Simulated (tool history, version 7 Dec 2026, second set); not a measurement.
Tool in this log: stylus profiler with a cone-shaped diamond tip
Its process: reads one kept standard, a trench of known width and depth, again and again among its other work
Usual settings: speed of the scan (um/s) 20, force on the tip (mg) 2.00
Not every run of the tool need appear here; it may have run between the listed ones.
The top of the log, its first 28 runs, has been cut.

| run | hour | speed of the scan (um/s) | force on the tip (mg) | scans with this tip | hours of work since the height scale was calibrated | depth of the trench (Å) | width of the trench's floor (um) |
|---|---|---|---|---|---|---|---|
| 29 | 480.7 | 53 | 1.51 | 3569 | 419 | 10036.1 | 15.69 |
| 30 | 503.9 | 53 | 1.51 | 3717 | 436 | 10037.1 | 15.57 |
| 31 | 516.7 | 12 | 1.91 | 3799 | 446 | 10044.6 | 15.72 |
| 32 | 528.9 | 25 | 1.45 | 3878 | 455 | 10030.7 | 15.68 |
| 33 | 547.3 | 12 | 1.50 | 3996 | 469 | 10038.6 | 15.68 |
| 34 | 568.4 | 31 | 0.79 | 4131 | 485 | 10014.9 | 15.63 |
| 35 | 584.4 | 36 | 4.46 | 4234 | 497 | 10086.3 | 15.58 |
| 36 | 598.8 | 36 | 4.46 | 4326 | 508 | 10083.2 | 15.68 |
| 37 | 618.7 | 36 | 4.46 | 4453 | 522 | 10085.4 | 15.59 |
| 38 | 641.9 | 36 | 4.46 | 4602 | 540 | 10085.5 | 15.62 |
| 39 | 661.1 | 22 | 1.22 | 4725 | 554 | 10022.9 | 15.64 |
| 40 | 675.1 | 20 | 3.00 | 4815 | 565 | 10056.0 | 15.64 |
| 41 | 689.8 | 58 | 0.68 | 4909 | 576 | 10008.2 | 15.37 |
| 42 | 709.4 | 58 | 0.68 | 5035 | 591 | 10010.3 | 15.42 |
| 43 | 730.9 | 20 | 2.93 | 5173 | 607 | 10054.4 | 15.60 |
| 44 | 753.1 | 6 | 6.00 | 5315 | 624 | 10105.4 | 15.61 |
| 45 | 778.4 | 20 | 0.71 | 5477 | 643 | 10006.2 | 15.63 |
| 46 | 792.7 | 20 | 3.88 | 5569 | 653 | 10067.4 | 15.63 |

Branching from run 46: 3 alternative next runs. What would each branch give?
| A | 804.1 | 78 | 2.84 | 5642 | 662 | ? | ? |
| B | 804.1 | 70 | 5.07 | 5642 | 662 | ? | ? |
| C | 804.1 | 15 | 1.41 | 5642 | 662 | ? | ? |

| run | depth of the trench (Å) | width of the trench's floor (um) |
|---|---|---|
| A | 10054.0 | 15.44 |
| B | 10088.4 | 15.47 |
| C | 10028.0 | 15.54 |
Without the tool's unlogged condition, the same runs would have read:
| run | depth of the trench (Å) | width of the trench's floor (um) |
|---|---|---|
| A | 10077.1 | 15.83 |
| B | 10111.6 | 15.86 |
| C | 10051.1 | 15.93 |
